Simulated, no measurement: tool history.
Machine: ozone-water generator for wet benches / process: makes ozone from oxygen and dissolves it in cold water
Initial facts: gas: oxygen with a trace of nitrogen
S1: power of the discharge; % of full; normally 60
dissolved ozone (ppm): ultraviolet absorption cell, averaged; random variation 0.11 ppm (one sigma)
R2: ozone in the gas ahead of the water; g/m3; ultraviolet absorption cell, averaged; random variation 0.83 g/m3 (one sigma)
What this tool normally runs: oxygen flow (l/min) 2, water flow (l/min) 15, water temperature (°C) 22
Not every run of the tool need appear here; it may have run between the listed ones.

run 1 hour=0 | S1=60 oxygen_flow_(l/min)=2 water_flow_(l/min)=15 water_temperature_(°C)=22 | dissolved_ozone_(ppm)=8 R2=128.2
run 2 hour=48.2 | S1=60 oxygen_flow_(l/min)=2 water_flow_(l/min)=15 water_temperature_(°C)=22 | dissolved_ozone_(ppm)=7.9 R2=127.8
run 3 hour=111.5 | S1=60 oxygen_flow_(l/min)=2 water_flow_(l/min)=15 water_temperature_(°C)=22 | dissolved_ozone_(ppm)=8 R2=125.5
run 4 hour=150 | S1=60 oxygen_flow_(l/min)=2 water_flow_(l/min)=15 water_temperature_(°C)=22 | dissolved_ozone_(ppm)=8 R2=126.2
run 5 hour=180 | S1=60 oxygen_flow_(l/min)=2 water_flow_(l/min)=15 water_temperature_(°C)=22 | dissolved_ozone_(ppm)=8 R2=126.2
run 6 hour=246.6 | S1=60 oxygen_flow_(l/min)=2 water_flow_(l/min)=15 water_temperature_(°C)=22 | dissolved_ozone_(ppm)=7.6 R2=124.4
run 7 hour=284.9 | S1=60 oxygen_flow_(l/min)=2 water_flow_(l/min)=15 water_temperature_(°C)=22 | dissolved_ozone_(ppm)=7.9 R2=125.6
run 8 hour=332.5 | S1=60 oxygen_flow_(l/min)=2 water_flow_(l/min)=15 water_temperature_(°C)=22 | dissolved_ozone_(ppm)=7.6 R2=126.6
run 9 hour=385.2 | S1=60 oxygen_flow_(l/min)=2 water_flow_(l/min)=15 water_temperature_(°C)=22 | dissolved_ozone_(ppm)=7.7 R2=126.9
run 10 hour=437.7 | S1=60 oxygen_flow_(l/min)=2 water_flow_(l/min)=15 water_temperature_(°C)=22 | dissolved_ozone_(ppm)=7.7 R2=125.7
run 11 hour=472.8 | S1=60 oxygen_flow_(l/min)=2 water_flow_(l/min)=15 water_temperature_(°C)=28 | dissolved_ozone_(ppm)=7.2 R2=126.2
run 12 hour=516 | S1=60 oxygen_flow_(l/min)=2 water_flow_(l/min)=15 water_temperature_(°C)=28 | dissolved_ozone_(ppm)=7.3 R2=126
run 13 hour=553.5 | S1=59 oxygen_flow_(l/min)=2 water_flow_(l/min)=15 water_temperature_(°C)=28 | dissolved_ozone_(ppm)=7 R2=124.3
run 14 hour=592 | S1=60 oxygen_flow_(l/min)=2 water_flow_(l/min)=15 water_temperature_(°C)=22 | dissolved_ozone_(ppm)=7.8 R2=125
run 15 hour=624.1 | S1=60 oxygen_flow_(l/min)=2 water_flow_(l/min)=15 water_temperature_(°C)=22 | dissolved_ozone_(ppm)=7.9 R2=125.3
run 16 hour=659.3 | S1=60 oxygen_flow_(l/min)=2 water_flow_(l/min)=15 water_temperature_(°C)=22 | dissolved_ozone_(ppm)=7.5 R2=126.1
run 17 hour=689.4 | S1=60 oxygen_flow_(l/min)=2 water_flow_(l/min)=15 water_temperature_(°C)=22 | dissolved_ozone_(ppm)=7.6 R2=124.9
run 18 hour=729.9 | S1=60 oxygen_flow_(l/min)=2.7 water_flow_(l/min)=15 water_temperature_(°C)=22 | dissolved_ozone_(ppm)=8.3 R2=110
run 19 hour=789.9 | S1=81 oxygen_flow_(l/min)=2.77 water_flow_(l/min)=15 water_temperature_(°C)=18 | dissolved_ozone_(ppm)=10 R2=126.6
run 20 hour=831.9 | S1=51 oxygen_flow_(l/min)=2 water_flow_(l/min)=15 water_temperature_(°C)=21 | dissolved_ozone_(ppm)=7.2 R2=115.2
run 21 hour=878.5 | S1=95 oxygen_flow_(l/min)=2 water_flow_(l/min)=11 water_temperature_(°C)=22 | dissolved_ozone_(ppm)=13.2 R2=156
run 22 hour=920 | S1=56 oxygen_flow_(l/min)=2 water_flow_(l/min)=13 water_temperature_(°C)=22 | dissolved_ozone_(ppm)=8.5 R2=120.4
run 23 hour=989.7 | S1=60 oxygen_flow_(l/min)=1.74 water_flow_(l/min)=15 water_temperature_(°C)=21 | dissolved_ozone_(ppm)=7.4 R2=130.5
run 24 hour=1044.7 | S1=47 oxygen_flow_(l/min)=2 water_flow_(l/min)=11 water_temperature_(°C)=22 | dissolved_ozone_(ppm)=9.2 R2=111.2
run 25 hour=1102 | S1=57 oxygen_flow_(l/min)=1.04 water_flow_(l/min)=18 water_temperature_(°C)=15 | dissolved_ozone_(ppm)=4.9 R2=158.1
-- hour=1145.1 water thermometer calibrated
run 26 hour=1150.3 | S1=57 oxygen_flow_(l/min)=1.04 water_flow_(l/min)=18 water_temperature_(°C)=15 | dissolved_ozone_(ppm)=4.9 R2=157.7
run 27 hour=1219.2 | S1=60 oxygen_flow_(l/min)=1.87 water_flow_(l/min)=15 water_temperature_(°C)=22 | dissolved_ozone_(ppm)=7.3 R2=126.1
run 28 hour=1286.5 | S1=48 oxygen_flow_(l/min)=2.23 water_flow_(l/min)=15 water_temperature_(°C)=21 | dissolved_ozone_(ppm)=7 R2=105.4
run 29 hour=1355.3 | S1=48 oxygen_flow_(l/min)=2.23 water_flow_(l/min)=15 water_temperature_(°C)=21 | dissolved_ozone_(ppm)=6.9 R2=107.1
run 30 hour=1423 | S1=48 oxygen_flow_(l/min)=2.23 water_flow_(l/min)=15 water_temperature_(°C)=21 | dissolved_ozone_(ppm)=6.9 R2=106.2
run 31 hour=1468.2 | S1=48 oxygen_flow_(l/min)=2.23 water_flow_(l/min)=15 water_temperature_(°C)=21 | dissolved_ozone_(ppm)=7.2 R2=106.6
run 32 hour=1497.8 | S1=62 oxygen_flow_(l/min)=2.23 water_flow_(l/min)=15 water_temperature_(°C)=21 | dissolved_ozone_(ppm)=8 R2=119.3
run 33 hour=1531.1 | S1=60 oxygen_flow_(l/min)=1.58 water_flow_(l/min)=15 water_temperature_(°C)=18 | dissolved_ozone_(ppm)=7.1 R2=135.2
run 34 hour=1598.4 | S1=73 oxygen_flow_(l/min)=1.33 water_flow_(l/min)=15 water_temperature_(°C)=22 | dissolved_ozone_(ppm)=7.4 R2=160.3

Forecast each of these 3 alternatives for the next run:
run A hour=1664.4 | S1=46 oxygen_flow_(l/min)=1.28 water_flow_(l/min)=15 water_temperature_(°C)=18 | dissolved_ozone_(ppm)=? R2=?
run B hour=1664.4 | S1=57 oxygen_flow_(l/min)=3.19 water_flow_(l/min)=11 water_temperature_(°C)=22 | dissolved_ozone_(ppm)=? R2=?
run C hour=1664.4 | S1=60 oxygen_flow_(l/min)=2 water_flow_(l/min)=15 water_temperature_(°C)=22 | dissolved_ozone_(ppm)=? R2=?

run=A dissolved_ozone_(ppm)=5.8 R2=129.3
run=B dissolved_ozone_(ppm)=10.9 R2=97.5
run=C dissolved_ozone_(ppm)=7.6 R2=121.9
What these runs would have given with no unlogged condition in the tool:
run=A dissolved_ozone_(ppm)=6.6 R2=137.8
run=B dissolved_ozone_(ppm)=12.3 R2=104.9
run=C dissolved_ozone_(ppm)=8.7 R2=131.3
